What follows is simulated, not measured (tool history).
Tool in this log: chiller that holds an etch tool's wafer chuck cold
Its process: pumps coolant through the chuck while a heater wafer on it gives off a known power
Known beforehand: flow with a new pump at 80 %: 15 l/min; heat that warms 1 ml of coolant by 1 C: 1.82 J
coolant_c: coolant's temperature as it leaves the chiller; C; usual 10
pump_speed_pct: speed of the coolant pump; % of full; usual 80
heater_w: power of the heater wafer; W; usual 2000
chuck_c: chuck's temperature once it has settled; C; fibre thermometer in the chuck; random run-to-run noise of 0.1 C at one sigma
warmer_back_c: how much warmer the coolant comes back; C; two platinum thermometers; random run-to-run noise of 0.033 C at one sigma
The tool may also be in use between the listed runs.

run	hour	coolant_c	pump_speed_pct	heater_w	chuck_c	warmer_back_c
1	0.0	10	80	2000	25.0	5.20
2	109.1	10	80	2000	25.3	5.25
3	228.8	10	80	2000	25.4	5.27
4	363.4	10	80	2000	25.5	5.35
5	489.4	10	83	2000	25.1	5.13
6	611.7	10	80	2000	25.8	5.38
7	727.2	10	80	2000	26.0	5.40
8	866.9	10	80	1365	21.1	3.67
9	974.7	10	80	1365	21.1	3.78
10	1070.1	10	80	2014	26.4	5.48
11	1202.7	10	80	2000	26.4	5.52
12	1272.4	12	80	2000	28.7	5.47
13	1364.9	10	80	1560	23.0	4.34
# hour 1380.2: chiller's thermometer calibrated
14	1491.1	10	72	2000	28.5	6.18
# hour 1574.9: coolant pump overhauled
15	1580.3	10	72	2000	25.1	4.89
16	1664.3	10	80	2000	24.1	4.37
17	1748.0	10	80	2000	24.1	4.43
18	1857.3	10	64	2000	27.0	5.44
# hour 1897.3: chiller's thermometer calibrated, once more
19	1988.6	10	64	2000	26.5	5.47
20	2096.5	18	80	2312	34.1	5.15
21	2211.7	18	65	2312	37.4	6.36

Run 22 is up next; what results do you expect?
22	2329.2	12	64	2083	?	?

chuck_c: 29.4 C
warmer_back_c: 5.83 C
The same run, on a tool lacking any hidden state, would have yielded chuck_c 27.6 C, warmer_back_c 5.72 C.

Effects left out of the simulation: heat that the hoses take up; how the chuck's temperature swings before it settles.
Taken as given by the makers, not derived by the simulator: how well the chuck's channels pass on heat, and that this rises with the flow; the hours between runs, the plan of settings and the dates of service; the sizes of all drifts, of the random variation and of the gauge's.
